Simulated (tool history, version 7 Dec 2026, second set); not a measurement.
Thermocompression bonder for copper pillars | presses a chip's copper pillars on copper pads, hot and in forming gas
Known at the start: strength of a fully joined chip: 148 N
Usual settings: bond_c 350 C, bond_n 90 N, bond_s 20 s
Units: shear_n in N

{"run": 1, "day": 0.0, "bond_c": 350, "bond_n": 90, "bond_s": 20, "shear_n": 103.9}
{"run": 2, "day": 0.804, "bond_c": 350, "bond_n": 90, "bond_s": 20, "shear_n": 104.8}
{"run": 3, "day": 1.538, "bond_c": 350, "bond_n": 90, "bond_s": 20, "shear_n": 102.3}
{"run": 4, "day": 2.217, "bond_c": 374, "bond_n": 90, "bond_s": 20, "shear_n": 118.3}
{"run": 5, "day": 3.142, "bond_c": 374, "bond_n": 90, "bond_s": 20, "shear_n": 117.2}
{"run": 6, "day": 3.758, "bond_c": 374, "bond_n": 90, "bond_s": 20, "shear_n": 118.0}
{"run": 7, "day": 4.421, "bond_c": 374, "bond_n": 90, "bond_s": 20, "shear_n": 118.8}
{"run": 8, "day": 5.408, "bond_c": 374, "bond_n": 90, "bond_s": 20, "shear_n": 118.7}
{"run": 9, "day": 5.988, "bond_c": 341, "bond_n": 90, "bond_s": 20, "shear_n": 97.1}
{"run": 10, "day": 6.658, "bond_c": 341, "bond_n": 90, "bond_s": 20, "shear_n": 98.3}
{"day": 6.783, "done": "force cell calibrated"}
{"run": 11, "day": 7.533, "bond_c": 350, "bond_n": 58, "bond_s": 15, "shear_n": 73.0}
{"run": 12, "day": 8.671, "bond_c": 350, "bond_n": 58, "bond_s": 15, "shear_n": 73.5}
{"run": 13, "day": 9.746, "bond_c": 370, "bond_n": 75, "bond_s": 20, "shear_n": 104.9}
{"day": 10.171, "done": "force cell calibrated, once more"}
{"run": 14, "day": 10.321, "bond_c": 370, "bond_n": 75, "bond_s": 20, "shear_n": 103.2}
{"run": 15, "day": 11.321, "bond_c": 345, "bond_n": 58, "bond_s": 35, "shear_n": 89.6}
{"run": 16, "day": 12.154, "bond_c": 348, "bond_n": 60, "bond_s": 57, "shear_n": 103.9}
{"run": 17, "day": 12.992, "bond_c": 350, "bond_n": 101, "bond_s": 43, "shear_n": 119.9}
{"run": 18, "day": 13.808, "bond_c": 350, "bond_n": 101, "bond_s": 43, "shear_n": 119.9}
{"run": 19, "day": 14.65, "bond_c": 350, "bond_n": 101, "bond_s": 43, "shear_n": 120.1}

The same runs without the tool's hidden state, with the same run-to-run variation:
The hidden state here: true temperature of the bond over the reading, C; force that reaches the chip, % of what is set; oxide that the forming gas leaves, % of the face; drift of the gauge itself on shear_n, %.
run=1 shear_n=103.9
run=2 shear_n=105.0
run=3 shear_n=102.6
run=4 shear_n=119.3
run=5 shear_n=118.5
run=6 shear_n=119.5
run=7 shear_n=120.4
run=8 shear_n=120.6
run=9 shear_n=98.2
run=10 shear_n=99.5
run=11 shear_n=73.2
run=12 shear_n=73.9
run=13 shear_n=106.9
run=14 shear_n=107.3
run=15 shear_n=93.2
run=16 shear_n=108.4
run=17 shear_n=125.7
run=18 shear_n=126.0
run=19 shear_n=126.4
